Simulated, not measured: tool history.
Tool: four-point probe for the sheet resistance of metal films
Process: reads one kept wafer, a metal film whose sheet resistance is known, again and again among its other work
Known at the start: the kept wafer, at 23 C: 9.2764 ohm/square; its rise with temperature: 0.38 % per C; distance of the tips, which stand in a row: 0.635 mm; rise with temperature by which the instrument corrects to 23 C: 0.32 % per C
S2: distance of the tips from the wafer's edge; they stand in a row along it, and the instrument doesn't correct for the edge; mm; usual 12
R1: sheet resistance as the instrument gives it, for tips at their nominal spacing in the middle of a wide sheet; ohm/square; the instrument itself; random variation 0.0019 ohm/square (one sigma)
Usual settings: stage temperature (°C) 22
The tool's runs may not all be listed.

{"run": 1, "day": 0.0, "stage temperature (°C)": 22, "S2": 12, "R1": 9.284141}
{"run": 2, "day": 2.35, "stage temperature (°C)": 22, "S2": 12, "R1": 9.284099}
{"run": 3, "day": 4.246, "stage temperature (°C)": 33, "S2": 12, "R1": 9.345066}
{"run": 4, "day": 8.117, "stage temperature (°C)": 33, "S2": 12, "R1": 9.347113}
{"run": 5, "day": 12.779, "stage temperature (°C)": 33, "S2": 12, "R1": 9.346998}
{"run": 6, "day": 16.254, "stage temperature (°C)": 33, "S2": 12, "R1": 9.345917}
{"run": 7, "day": 20.762, "stage temperature (°C)": 33, "S2": 12, "R1": 9.34905}
{"run": 8, "day": 25.062, "stage temperature (°C)": 22, "S2": 12, "R1": 9.284143}
{"run": 9, "day": 28.133, "stage temperature (°C)": 22, "S2": 12, "R1": 9.287493}
{"run": 10, "day": 30.229, "stage temperature (°C)": 18, "S2": 12, "R1": 9.261586}
{"run": 11, "day": 34.271, "stage temperature (°C)": 35, "S2": 12, "R1": 9.356324}
{"run": 12, "day": 37.367, "stage temperature (°C)": 35, "S2": 12, "R1": 9.361042}
{"run": 13, "day": 41.454, "stage temperature (°C)": 35, "S2": 5, "R1": 9.422913}
{"run": 14, "day": 44.112, "stage temperature (°C)": 35, "S2": 31, "R1": 9.347896}
{"run": 15, "day": 46.388, "stage temperature (°C)": 35, "S2": 31, "R1": 9.344644}
{"run": 16, "day": 49.65, "stage temperature (°C)": 35, "S2": 31, "R1": 9.346741}
{"run": 17, "day": 53.462, "stage temperature (°C)": 23, "S2": 12, "R1": 9.291195}
{"run": 18, "day": 56.696, "stage temperature (°C)": 23, "S2": 12, "R1": 9.290612}
{"run": 19, "day": 59.371, "stage temperature (°C)": 34, "S2": 12, "R1": 9.354391}
{"run": 20, "day": 63.442, "stage temperature (°C)": 28, "S2": 3, "R1": 9.527057}
{"run": 21, "day": 68.0, "stage temperature (°C)": 28, "S2": 3, "R1": 9.524105}
{"run": 22, "day": 70.575, "stage temperature (°C)": 32, "S2": 62, "R1": 9.328741}
{"run": 23, "day": 74.858, "stage temperature (°C)": 26, "S2": 67, "R1": 9.292563}
{"run": 24, "day": 78.625, "stage temperature (°C)": 20, "S2": 7, "R1": 9.298827}
{"run": 25, "day": 80.717, "stage temperature (°C)": 20, "S2": 7, "R1": 9.300159}
{"run": 26, "day": 84.1, "stage temperature (°C)": 22, "S2": 5, "R1": 9.34886}
{"run": 27, "day": 86.704, "stage temperature (°C)": 22, "S2": 5, "R1": 9.351387}
{"run": 28, "day": 90.575, "stage temperature (°C)": 22, "S2": 5, "R1": 9.349979}
{"run": 29, "day": 93.446, "stage temperature (°C)": 19, "S2": 24, "R1": 9.256431}
{"run": 30, "day": 96.588, "stage temperature (°C)": 29, "S2": 4, "R1": 9.435741}
{"run": 31, "day": 98.462, "stage temperature (°C)": 34, "S2": 32, "R1": 9.338825}
{"run": 32, "day": 101.538, "stage temperature (°C)": 34, "S2": 32, "R1": 9.341984}

Not shown: 1 entry that the log had between the listed runs. Between which runs, and how does the tool's hidden state differ before and after?
Between runs 3 and 4: stage's thermometer calibrated (day 6.179)
  wafer's true temperature over the reading, C: 0.01 -> 0
